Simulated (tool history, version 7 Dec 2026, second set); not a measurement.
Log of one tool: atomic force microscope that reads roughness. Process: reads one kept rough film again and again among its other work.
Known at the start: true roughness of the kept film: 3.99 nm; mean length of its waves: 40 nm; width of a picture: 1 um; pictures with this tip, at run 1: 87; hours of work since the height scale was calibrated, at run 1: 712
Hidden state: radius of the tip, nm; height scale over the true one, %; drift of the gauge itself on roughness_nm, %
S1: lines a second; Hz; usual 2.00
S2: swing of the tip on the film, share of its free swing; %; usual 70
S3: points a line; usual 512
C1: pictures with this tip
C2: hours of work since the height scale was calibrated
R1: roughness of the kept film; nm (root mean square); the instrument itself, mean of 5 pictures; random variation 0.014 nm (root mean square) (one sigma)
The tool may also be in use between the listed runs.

Run 1, hour 0.0: usual settings; C1 87; C2 712. Result: R1 3.328 nm (root mean square).
Run 2, hour 35.7: usual settings; C1 135; C2 729. Result: R1 3.333 nm (root mean square).
Run 3, hour 82.6: usual settings but S1 1.20 Hz; C1 197; C2 752. Result: R1 3.500 nm (root mean square).
Run 4, hour 117.3: usual settings but S3 621; C1 243; C2 769. Result: R1 3.341 nm (root mean square).
At hour 153.0: new tip fitted.
Run 5, hour 159.5: usual settings but S3 621; C1 9; C2 789. Result: R1 3.350 nm (root mean square).
Run 6, hour 204.2: usual settings but S3 621; C1 68; C2 810. Result: R1 3.339 nm (root mean square).
Run 7, hour 246.7: usual settings but S3 621; C1 125; C2 831. Result: R1 3.313 nm (root mean square).
Run 8, hour 278.6: usual settings but S3 621; C1 168; C2 846. Result: R1 3.303 nm (root mean square).
Run 9, hour 311.9: usual settings but S3 621; C1 212; C2 862. Result: R1 3.348 nm (root mean square).
Run 10, hour 348.9: usual settings but S1 0.61 Hz, S2 84 %, S3 981; C1 261; C2 880. Result: R1 3.487 nm (root mean square).
At hour 372.3: new tip fitted.
Run 11, hour 385.7: usual settings but S1 1.37 Hz, S2 75 %, S3 373; C1 17; C2 897. Result: R1 3.379 nm (root mean square).
Run 12, hour 429.6: usual settings but S1 1.37 Hz, S2 75 %, S3 432; C1 76; C2 918. Result: R1 3.360 nm (root mean square).
Run 13, hour 463.5: usual settings but S1 0.71 Hz, S2 64 %, S3 621; C1 121; C2 934. Result: R1 3.664 nm (root mean square).
Run 14, hour 487.0: usual settings but S1 0.71 Hz, S2 64 %, S3 621; C1 152; C2 946. Result: R1 3.670 nm (root mean square).
Run 15, hour 516.0: usual settings but S1 0.71 Hz, S2 69 %, S3 546; C1 191; C2 960. Result: R1 3.591 nm (root mean square).
Run 16, hour 555.5: usual settings but S1 0.71 Hz, S2 69 %, S3 546; C1 244; C2 979. Result: R1 3.610 nm (root mean square).

Forecast each of these 3 alternatives for the next run:
At hour 590.4: new tip fitted.
Run A, hour 590.4: usual settings but S1 1.33 Hz, S3 822; C1 0; C2 995. Result: R1 ?.
At hour 590.4: new tip fitted.
Run B, hour 590.4: usual settings but S1 2.64 Hz, S2 88 %, S3 546; C1 0; C2 995. Result: R1 ?.
At hour 590.4: new tip fitted.
Run C, hour 590.4: usual settings but S1 1.38 Hz, S2 84 %, S3 273; C1 0; C2 995. Result: R1 ?.

run     R1
  A  3.508
  B  2.635
  C  3.143
Without the tool's hidden state the same runs would have given:
run     R1
  A  3.508
  B  2.635
  C  3.142

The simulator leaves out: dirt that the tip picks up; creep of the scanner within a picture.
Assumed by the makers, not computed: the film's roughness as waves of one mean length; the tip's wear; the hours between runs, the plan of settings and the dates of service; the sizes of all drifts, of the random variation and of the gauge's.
